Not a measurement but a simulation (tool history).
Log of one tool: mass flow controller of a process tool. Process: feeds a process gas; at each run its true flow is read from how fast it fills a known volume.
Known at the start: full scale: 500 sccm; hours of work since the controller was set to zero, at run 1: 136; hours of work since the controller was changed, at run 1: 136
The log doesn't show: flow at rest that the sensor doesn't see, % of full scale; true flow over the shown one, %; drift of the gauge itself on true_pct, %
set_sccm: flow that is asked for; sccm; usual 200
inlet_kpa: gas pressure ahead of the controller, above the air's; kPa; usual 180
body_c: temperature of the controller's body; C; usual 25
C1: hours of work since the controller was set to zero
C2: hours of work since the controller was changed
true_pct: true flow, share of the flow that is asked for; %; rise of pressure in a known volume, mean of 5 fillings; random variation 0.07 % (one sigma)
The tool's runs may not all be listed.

{"run": 1, "hour": 0.0, "set_sccm": 200, "inlet_kpa": 180, "body_c": 25, "C1": 136, "C2": 136, "true_pct": 98.77}
{"run": 2, "hour": 93.1, "set_sccm": 200, "inlet_kpa": 155, "body_c": 25, "C1": 185, "C2": 185, "true_pct": 98.69}
{"run": 3, "hour": 188.3, "set_sccm": 200, "inlet_kpa": 155, "body_c": 25, "C1": 235, "C2": 235, "true_pct": 98.8}
{"run": 4, "hour": 274.8, "set_sccm": 200, "inlet_kpa": 155, "body_c": 25, "C1": 280, "C2": 280, "true_pct": 98.67}
{"run": 5, "hour": 347.0, "set_sccm": 200, "inlet_kpa": 155, "body_c": 25, "C1": 318, "C2": 318, "true_pct": 98.48}
{"run": 6, "hour": 392.5, "set_sccm": 200, "inlet_kpa": 155, "body_c": 25, "C1": 342, "C2": 342, "true_pct": 98.57}
{"run": 7, "hour": 484.6, "set_sccm": 268, "inlet_kpa": 180, "body_c": 25, "C1": 390, "C2": 390, "true_pct": 98.83}
{"run": 8, "hour": 541.9, "set_sccm": 268, "inlet_kpa": 180, "body_c": 25, "C1": 421, "C2": 421, "true_pct": 98.83}
{"run": 9, "hour": 624.9, "set_sccm": 268, "inlet_kpa": 180, "body_c": 25, "C1": 464, "C2": 464, "true_pct": 98.74}
{"run": 10, "hour": 698.7, "set_sccm": 200, "inlet_kpa": 180, "body_c": 25, "C1": 503, "C2": 503, "true_pct": 98.36}
{"run": 11, "hour": 765.4, "set_sccm": 200, "inlet_kpa": 180, "body_c": 25, "C1": 538, "C2": 538, "true_pct": 98.35}
{"run": 12, "hour": 831.1, "set_sccm": 200, "inlet_kpa": 180, "body_c": 31, "C1": 573, "C2": 573, "true_pct": 98.48}
{"run": 13, "hour": 914.2, "set_sccm": 200, "inlet_kpa": 180, "body_c": 31, "C1": 616, "C2": 616, "true_pct": 98.5}
{"run": 14, "hour": 982.4, "set_sccm": 200, "inlet_kpa": 180, "body_c": 38, "C1": 652, "C2": 652, "true_pct": 98.73}
{"run": 15, "hour": 1085.5, "set_sccm": 200, "inlet_kpa": 180, "body_c": 38, "C1": 706, "C2": 706, "true_pct": 98.62}
{"run": 16, "hour": 1147.0, "set_sccm": 161, "inlet_kpa": 219, "body_c": 23, "C1": 739, "C2": 739, "true_pct": 97.74}
{"hour": 1155.1, "done": "controller's zero set anew"}
{"run": 17, "hour": 1246.9, "set_sccm": 374, "inlet_kpa": 180, "body_c": 25, "C1": 48, "C2": 791, "true_pct": 99.06}
{"run": 18, "hour": 1299.1, "set_sccm": 200, "inlet_kpa": 186, "body_c": 34, "C1": 76, "C2": 818, "true_pct": 98.14}
{"run": 19, "hour": 1400.4, "set_sccm": 136, "inlet_kpa": 184, "body_c": 39, "C1": 129, "C2": 872, "true_pct": 97.57}
{"run": 20, "hour": 1482.1, "set_sccm": 200, "inlet_kpa": 180, "body_c": 27, "C1": 172, "C2": 915, "true_pct": 97.9}
{"run": 21, "hour": 1539.1, "set_sccm": 475, "inlet_kpa": 239, "body_c": 25, "C1": 202, "C2": 945, "true_pct": 99.32}
{"run": 22, "hour": 1597.4, "set_sccm": 180, "inlet_kpa": 215, "body_c": 21, "C1": 233, "C2": 975, "true_pct": 97.14}
{"run": 23, "hour": 1696.8, "set_sccm": 180, "inlet_kpa": 215, "body_c": 21, "C1": 285, "C2": 1027, "true_pct": 97.18}
{"hour": 1752.7, "done": "controller's zero set anew, once more"}
{"run": 24, "hour": 1767.7, "set_sccm": 63, "inlet_kpa": 166, "body_c": 25, "C1": 8, "C2": 1064, "true_pct": 97.69}
{"run": 25, "hour": 1866.5, "set_sccm": 63, "inlet_kpa": 166, "body_c": 25, "C1": 60, "C2": 1116, "true_pct": 97.59}
{"run": 26, "hour": 1975.5, "set_sccm": 63, "inlet_kpa": 166, "body_c": 25, "C1": 117, "C2": 1174, "true_pct": 97.4}
{"run": 27, "hour": 2059.8, "set_sccm": 202, "inlet_kpa": 188, "body_c": 25, "C1": 161, "C2": 1218, "true_pct": 98.34}
{"run": 28, "hour": 2117.3, "set_sccm": 146, "inlet_kpa": 184, "body_c": 20, "C1": 192, "C2": 1248, "true_pct": 97.81}

5 ways to go on from here, each from the tool as it stands after run 28. What would each give?
{"run": "A", "hour": 2199.9, "set_sccm": 133, "inlet_kpa": 242, "body_c": 36, "C1": 235, "C2": 1292, "true_pct": "?"}
{"run": "B", "hour": 2199.9, "set_sccm": 60, "inlet_kpa": 211, "body_c": 30, "C1": 235, "C2": 1292, "true_pct": "?"}
{"run": "C", "hour": 2199.9, "set_sccm": 146, "inlet_kpa": 156, "body_c": 20, "C1": 235, "C2": 1292, "true_pct": "?"}
{"run": "D", "hour": 2199.9, "set_sccm": 146, "inlet_kpa": 143, "body_c": 25, "C1": 235, "C2": 1292, "true_pct": "?"}
{"run": "E", "hour": 2199.9, "set_sccm": 296, "inlet_kpa": 180, "body_c": 25, "C1": 235, "C2": 1292, "true_pct": "?"}

run=A true_pct=98.12
run=B true_pct=97.22
run=C true_pct=97.83
run=D true_pct=98.27
run=E true_pct=98.89
Without the tool's hidden state the same runs would have given:
run=A true_pct=98.54
run=B true_pct=98.06
run=C true_pct=98.22
run=D true_pct=98.66
run=E true_pct=99.12
